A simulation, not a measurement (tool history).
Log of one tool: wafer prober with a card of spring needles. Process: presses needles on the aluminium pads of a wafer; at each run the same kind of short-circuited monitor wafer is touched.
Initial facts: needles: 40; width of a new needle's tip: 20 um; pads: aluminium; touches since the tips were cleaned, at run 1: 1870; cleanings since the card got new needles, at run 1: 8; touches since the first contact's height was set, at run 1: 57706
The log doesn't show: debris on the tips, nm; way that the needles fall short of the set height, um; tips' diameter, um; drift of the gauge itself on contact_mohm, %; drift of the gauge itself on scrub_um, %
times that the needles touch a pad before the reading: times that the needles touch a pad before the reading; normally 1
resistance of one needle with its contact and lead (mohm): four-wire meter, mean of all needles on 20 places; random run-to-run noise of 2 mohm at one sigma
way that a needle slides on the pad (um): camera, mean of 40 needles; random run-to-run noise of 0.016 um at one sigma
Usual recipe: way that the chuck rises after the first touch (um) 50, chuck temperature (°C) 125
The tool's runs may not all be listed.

| run | hour | way that the chuck rises after the first touch (um) | chuck temperature (°C) | times that the needles touch a pad before the reading | touches since the tips were cleaned | cleanings since the card got new needles | touches since the first contact's height was set | resistance of one needle with its contact and lead (mohm) | way that a needle slides on the pad (um) |
|---|---|---|---|---|---|---|---|---|---|
| 1 | 0.0 | 50 | 125 | 1 | 1870 | 8 | 57706 | 295 | 13.72 |
| 2 | 8.9 | 50 | 125 | 1 | 3974 | 8 | 59810 | 338 | 13.76 |
| 3 | 16.7 | 50 | 125 | 1 | 5817 | 8 | 61653 | 352 | 13.75 |
|  | 18.8 | tips cleaned on abrasive film |
| 4 | 25.2 | 50 | 125 | 1 | 1501 | 9 | 63616 | 386 | 13.70 |
| 5 | 32.4 | 50 | 125 | 1 | 3201 | 9 | 65316 | 390 | 13.70 |
| 6 | 42.6 | 50 | 125 | 1 | 5620 | 9 | 67735 | 397 | 13.68 |
|  | 45.4 | tips cleaned on abrasive film |
| 7 | 50.8 | 50 | 125 | 2 | 1283 | 10 | 69642 | 251 | 13.68 |
| 8 | 61.2 | 50 | 125 | 2 | 3743 | 10 | 72102 | 287 | 13.65 |
| 9 | 71.2 | 50 | 125 | 2 | 6099 | 10 | 74458 | 308 | 13.67 |
|  | 71.9 | tips cleaned on abrasive film |
| 10 | 79.2 | 54 | 125 | 1 | 1708 | 11 | 76310 | 277 | 14.76 |
|  | 82.4 | tips cleaned on abrasive film, once more |
| 11 | 87.9 | 50 | 59 | 1 | 1302 | 12 | 78346 | 259 | 13.62 |
| 12 | 97.5 | 50 | 59 | 1 | 3568 | 12 | 80612 | 321 | 13.60 |
| 13 | 107.3 | 50 | 125 | 1 | 5884 | 12 | 82928 | 354 | 13.62 |
|  | 108.9 | tips cleaned on abrasive film |
| 14 | 114.9 | 50 | 125 | 1 | 1425 | 13 | 84692 | 277 | 13.59 |
| 15 | 124.9 | 50 | 125 | 1 | 3785 | 13 | 87052 | 330 | 13.60 |
| 16 | 132.8 | 50 | 125 | 1 | 5647 | 13 | 88914 | 360 | 13.60 |
|  | 136.0 | tips cleaned on abrasive film |
| 17 | 139.1 | 50 | 125 | 1 | 732 | 14 | 90380 | 258 | 13.60 |
| 18 | 145.1 | 50 | 125 | 1 | 2144 | 14 | 91792 | 300 | 13.60 |
| 19 | 154.4 | 50 | 50 | 1 | 4329 | 14 | 93977 | 337 | 13.58 |
| 20 | 160.9 | 50 | 81 | 1 | 5870 | 14 | 95518 | 366 | 13.59 |
|  | 162.4 | tips cleaned on abrasive film |
| 21 | 171.4 | 50 | 81 | 1 | 2123 | 15 | 97981 | 293 | 13.55 |
| 22 | 181.4 | 53 | 99 | 2 | 4461 | 15 | 100319 | 280 | 14.37 |
| 23 | 187.7 | 32 | 125 | 1 | 5954 | 15 | 101812 | 549 | 8.57 |
|  | 188.7 | height of the first contact set anew |
|  | 189.7 | tips cleaned on abrasive film |
| 24 | 196.1 | 31 | 125 | 3 | 1508 | 16 | 1722 | 289 | 8.59 |
| 25 | 207.0 | 59 | 125 | 3 | 4077 | 16 | 4291 | 245 | 16.38 |
| 26 | 214.7 | 68 | 64 | 2 | 5896 | 16 | 6110 | 254 | 18.86 |
|  | 216.3 | tips cleaned on abrasive film |
| 27 | 220.5 | 54 | 36 | 1 | 991 | 17 | 7452 | 236 | 14.94 |
| 28 | 225.4 | 54 | 36 | 1 | 2151 | 17 | 8612 | 271 | 14.94 |
| 29 | 232.3 | 34 | 28 | 2 | 3782 | 17 | 10243 | 347 | 9.41 |
| 30 | 241.8 | 62 | 98 | 1 | 6011 | 17 | 12472 | 305 | 17.16 |
|  | 242.6 | tips cleaned on abrasive film |
| 31 | 248.1 | 66 | 109 | 1 | 1297 | 18 | 13932 | 247 | 18.25 |
| 32 | 255.2 | 31 | 53 | 2 | 2983 | 18 | 15618 | 374 | 8.56 |
| 33 | 266.1 | 36 | 84 | 1 | 5556 | 18 | 18191 | 475 | 9.92 |
|  | 269.0 | tips cleaned on abrasive film |
| 34 | 272.7 | 68 | 125 | 3 | 867 | 19 | 19709 | 224 | 18.79 |

For some of the steps in resistance of one needle with its contact and lead (mohm) from one run to the next: how much would appear even if the tool had no hidden state, given the settings, what came in and random variation, and how much remains for the hidden state plus any gauge scatter that the measured result and the result without hidden state don't share?
Run 22 -> 23: way that the chuck rises after the first touch (um) 53 -> 32, chuck temperature (°C) 99 -> 125, times that the needles touch a pad before the reading 2 -> 1. resistance of one needle with its contact and lead (mohm) +269: hidden state +249, all else +20.
Run 23 -> 24: way that the chuck rises after the first touch (um) 32 -> 31, times that the needles touch a pad before the reading 1 -> 3, height of the first contact set anew, tips cleaned on abrasive film. resistance of one needle with its contact and lead (mohm) -260: hidden state -265, all else +5.
Run 33 -> 34: way that the chuck rises after the first touch (um) 36 -> 68, chuck temperature (°C) 84 -> 125, times that the needles touch a pad before the reading 1 -> 3, tips cleaned on abrasive film. resistance of one needle with its contact and lead (mohm) -251: hidden state -247, all else -4.
